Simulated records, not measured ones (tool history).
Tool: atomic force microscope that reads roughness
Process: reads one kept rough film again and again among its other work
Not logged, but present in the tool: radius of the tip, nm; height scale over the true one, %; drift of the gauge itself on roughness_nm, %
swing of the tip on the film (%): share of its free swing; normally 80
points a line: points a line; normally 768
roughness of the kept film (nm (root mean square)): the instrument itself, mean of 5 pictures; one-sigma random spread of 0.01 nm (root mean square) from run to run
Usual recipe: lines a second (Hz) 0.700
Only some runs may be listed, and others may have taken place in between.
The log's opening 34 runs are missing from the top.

run,hour,lines a second (Hz),swing of the tip on the film (%),points a line,pictures with this tip,hours of work since the height scale was calibrated,roughness of the kept film (nm (root mean square))
35,1630.6,0.626,67,442,325,2026,2.048
# hour 1664.0: new tip fitted
36,1669.8,1.594,55,507,10,2051,2.382
37,1707.8,0.705,80,754,77,2074,2.240
38,1760.8,0.721,56,407,170,2108,2.225
39,1792.9,2.873,65,407,226,2128,1.965
40,1862.4,2.873,65,407,348,2171,1.830
# hour 1879.0: new tip fitted
41,1918.1,2.873,72,407,68,2206,1.998
42,1956.3,2.873,72,407,136,2230,1.927
43,2018.9,2.528,82,407,245,2269,1.702
44,2053.4,2.494,79,338,306,2291,1.698
# hour 2095.3: new tip fitted
45,2102.4,1.646,72,259,12,2322,2.194
46,2149.0,1.389,69,495,94,2351,2.189
47,2188.7,1.043,87,520,164,2376,1.992
48,2236.1,0.943,66,768,247,2406,2.119
49,2266.8,0.943,66,768,301,2425,2.068
# hour 2311.6: new tip fitted
50,2319.7,0.943,66,768,14,2458,2.349
51,2377.1,0.943,66,768,115,2494,2.217

Here are 3 independent what-if runs from the current tool condition. What would each one return?
A,2427.6,2.241,76,335,204,2525,?
B,2427.6,0.643,66,768,204,2525,?
C,2427.6,1.062,66,768,204,2525,?

run,roughness of the kept film (nm (root mean square))
A,1.870
B,2.161
C,2.108
Stripped of hidden state, with their random variation kept, the same runs would have yielded:
run,roughness of the kept film (nm (root mean square))
A,2.132
B,2.464
C,2.404
